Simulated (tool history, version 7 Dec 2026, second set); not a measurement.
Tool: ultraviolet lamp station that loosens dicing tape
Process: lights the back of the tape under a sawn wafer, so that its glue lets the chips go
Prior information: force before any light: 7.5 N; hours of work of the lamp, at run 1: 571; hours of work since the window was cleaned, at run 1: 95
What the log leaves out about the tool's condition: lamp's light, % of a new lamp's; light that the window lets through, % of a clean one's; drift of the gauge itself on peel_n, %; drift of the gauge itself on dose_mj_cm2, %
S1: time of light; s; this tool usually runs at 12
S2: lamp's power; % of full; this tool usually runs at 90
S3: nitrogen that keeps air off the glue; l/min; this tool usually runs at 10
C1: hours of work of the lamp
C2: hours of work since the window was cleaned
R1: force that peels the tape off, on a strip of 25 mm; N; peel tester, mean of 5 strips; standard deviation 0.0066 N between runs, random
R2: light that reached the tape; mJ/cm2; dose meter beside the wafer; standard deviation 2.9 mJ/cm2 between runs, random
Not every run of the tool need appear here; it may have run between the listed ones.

| run | day | S1 | S2 | S3 | C1 | C2 | R1 | R2 |
|---|---|---|---|---|---|---|---|---|
| 1 | 0 | 12 | 90 | 10 | 571 | 95 | 0.209 | 428 |
| 2 | 1.562 | 12 | 90 | 10 | 596 | 120 | 0.214 | 429 |
| 3 | 2.896 | 12 | 90 | 10 | 618 | 142 | 0.214 | 432 |
| 4 | 5.004 | 12 | 79 | 10 | 652 | 176 | 0.262 | 372 |
| 5 | 7.038 | 12 | 90 | 10 | 685 | 209 | 0.22 | 430 |
| 6 | 9.075 | 12 | 90 | 10 | 718 | 242 | 0.217 | 430 |
| 7 | 9.967 | 12 | 90 | 10 | 733 | 257 | 0.215 | 425 |
| 8 | 11.796 | 12 | 71 | 10 | 763 | 286 | 0.347 | 342 |
|  | 12.212 | window cleaned of glue's vapour |
| 9 | 13.429 | 12 | 71 | 10 | 789 | 20 | 0.347 | 338 |
| 10 | 15.483 | 12 | 71 | 10 | 822 | 53 | 0.336 | 341 |
| 11 | 17.446 | 12 | 71 | 10 | 854 | 85 | 0.353 | 335 |
| 12 | 19.3 | 12 | 71 | 10 | 884 | 115 | 0.332 | 340 |
| 13 | 21.421 | 12 | 90 | 4 | 919 | 150 | 0.441 | 431 |
| 14 | 23.375 | 12 | 76 | 10 | 950 | 181 | 0.308 | 365 |
| 15 | 24.892 | 12 | 76 | 10 | 975 | 206 | 0.295 | 366 |
| 16 | 25.883 | 12 | 76 | 10 | 991 | 222 | 0.288 | 361 |
| 17 | 27.158 | 12 | 76 | 10 | 1012 | 243 | 0.307 | 363 |
| 18 | 28.688 | 12 | 90 | 10 | 1037 | 268 | 0.225 | 427 |
|  | 30.246 | window cleaned of glue's vapour |
| 19 | 30.517 | 12 | 90 | 10 | 1066 | 4 | 0.226 | 428 |
| 20 | 31.858 | 12 | 90 | 10 | 1088 | 26 | 0.213 | 431 |
| 21 | 34.042 | 12 | 90 | 10 | 1123 | 62 | 0.213 | 431 |
| 22 | 35.529 | 12 | 90 | 10 | 1147 | 86 | 0.22 | 425 |
| 23 | 36.596 | 12 | 71 | 18 | 1165 | 103 | 0.233 | 339 |
| 24 | 38.071 | 12 | 71 | 18 | 1189 | 127 | 0.236 | 338 |
| 25 | 39.492 | 16 | 95 | 6 | 1212 | 150 | 0.184 | 603 |
| 26 | 40.762 | 16 | 95 | 6 | 1232 | 171 | 0.175 | 601 |
| 27 | 42.8 | 13 | 95 | 3 | 1266 | 204 | 0.42 | 485 |
| 28 | 44.212 | 8 | 69 | 7 | 1289 | 227 | 1.092 | 219 |
| 29 | 45.375 | 8 | 69 | 7 | 1307 | 246 | 1.094 | 220 |
| 30 | 46.712 | 18 | 65 | 15 | 1329 | 268 | 0.171 | 459 |
| 31 | 47.817 | 12 | 90 | 7 | 1347 | 285 | 0.276 | 431 |
|  | 48.296 | window cleaned of glue's vapour |
| 32 | 49.825 | 12 | 90 | 7 | 1379 | 25 | 0.274 | 427 |
| 33 | 51.567 | 12 | 90 | 7 | 1408 | 53 | 0.281 | 429 |
| 34 | 52.496 | 11 | 78 | 12 | 1423 | 68 | 0.297 | 343 |
|  | 53.508 | lamp changed |
| 35 | 53.771 | 11 | 78 | 12 | 4 | 88 | 0.284 | 339 |
| 36 | 55.379 | 11 | 78 | 12 | 30 | 114 | 0.304 | 344 |
| 37 | 56.3 | 11 | 78 | 12 | 45 | 129 | 0.295 | 341 |
| 38 | 57.271 | 11 | 78 | 12 | 61 | 145 | 0.286 | 340 |
| 39 | 58.308 | 11 | 78 | 12 | 78 | 162 | 0.308 | 346 |
| 40 | 59.638 | 22 | 90 | 6 | 100 | 184 | 0.143 | 795 |
| 41 | 60.633 | 11 | 60 | 6 | 116 | 200 | 0.86 | 266 |
| 42 | 61.967 | 13 | 90 | 10 | 137 | 221 | 0.196 | 466 |
| 43 | 63.504 | 12 | 75 | 3 | 162 | 246 | 0.807 | 354 |

Alternative continuations, all from the tool just after run 43; predict every row:
| A | 65.529 | 12 | 75 | 3 | 195 | 279 | ? | ? |
| B | 65.529 | 8 | 75 | 3 | 195 | 279 | ? | ? |
| C | 65.529 | 12 | 63 | 10 | 195 | 279 | ? | ? |
| D | 65.529 | 11 | 95 | 5 | 195 | 279 | ? | ? |

| run | R1 | R2 |
|---|---|---|
| A | 0.787 | 359 |
| B | 1.573 | 241 |
| C | 0.448 | 298 |
| D | 0.395 | 419 |
Stripped of hidden state, with their random variation kept, the same runs would have yielded:
| run | R1 | R2 |
|---|---|---|
| A | 0.785 | 359 |
| B | 1.57 | 242 |
| C | 0.446 | 299 |
| D | 0.393 | 420 |

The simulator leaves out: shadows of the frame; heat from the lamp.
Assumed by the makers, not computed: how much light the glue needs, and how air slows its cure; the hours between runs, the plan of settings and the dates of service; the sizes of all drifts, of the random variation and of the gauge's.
